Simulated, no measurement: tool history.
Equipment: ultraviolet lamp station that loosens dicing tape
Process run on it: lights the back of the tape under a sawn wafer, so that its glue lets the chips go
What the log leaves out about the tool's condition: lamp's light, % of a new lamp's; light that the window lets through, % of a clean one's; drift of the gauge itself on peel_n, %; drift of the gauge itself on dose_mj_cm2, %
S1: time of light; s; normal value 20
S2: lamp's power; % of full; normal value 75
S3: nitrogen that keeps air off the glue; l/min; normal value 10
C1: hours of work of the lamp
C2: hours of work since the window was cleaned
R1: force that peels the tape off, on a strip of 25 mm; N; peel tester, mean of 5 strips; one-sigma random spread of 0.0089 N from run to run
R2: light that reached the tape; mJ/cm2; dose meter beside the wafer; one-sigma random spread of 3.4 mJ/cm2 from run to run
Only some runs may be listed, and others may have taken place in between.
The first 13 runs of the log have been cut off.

| run | day | S1 | S2 | S3 | C1 | C2 | R1 | R2 |
|---|---|---|---|---|---|---|---|---|
| 14 | 8.188 | 20 | 73 | 10 | 195 | 332 | 0.463 | 476 |
| 15 | 8.708 | 20 | 75 | 10 | 200 | 338 | 0.44 | 489 |
| 16 | 9.238 | 20 | 75 | 10 | 206 | 344 | 0.467 | 483 |
| 17 | 9.808 | 20 | 75 | 9 | 213 | 350 | 0.503 | 482 |
| 18 | 10.7 | 20 | 75 | 10 | 223 | 360 | 0.477 | 484 |
| 19 | 11.542 | 20 | 75 | 10 | 233 | 370 | 0.454 | 480 |
| 20 | 11.929 | 20 | 75 | 4 | 237 | 374 | 0.927 | 478 |
| 21 | 12.604 | 20 | 75 | 4 | 245 | 382 | 0.921 | 480 |
| 22 | 13.458 | 20 | 75 | 4 | 254 | 391 | 0.945 | 476 |
| 23 | 14.217 | 20 | 75 | 4 | 263 | 400 | 0.979 | 476 |
| 24 | 15.042 | 20 | 97 | 5 | 272 | 409 | 0.524 | 614 |
| 25 | 15.533 | 20 | 97 | 5 | 278 | 415 | 0.517 | 614 |
| 26 | 16.188 | 20 | 67 | 15 | 285 | 422 | 0.459 | 419 |
| 27 | 17.054 | 20 | 67 | 15 | 295 | 432 | 0.456 | 417 |
| 28 | 17.567 | 19 | 72 | 10 | 301 | 438 | 0.596 | 421 |
| 29 | 18.154 | 20 | 66 | 10 | 307 | 444 | 0.632 | 410 |

Estimate the outcome of run 30 from the log above:
| 30 | 18.567 | 21 | 79 | 11 | 312 | 449 | ? | ? |

{"run 30": {"R1": 0.378, "R2": 519}}
Were there no unlogged condition in the tool, this run, its random variation unchanged, would have produced R1 0.287 N, R2 603 mJ/cm2.
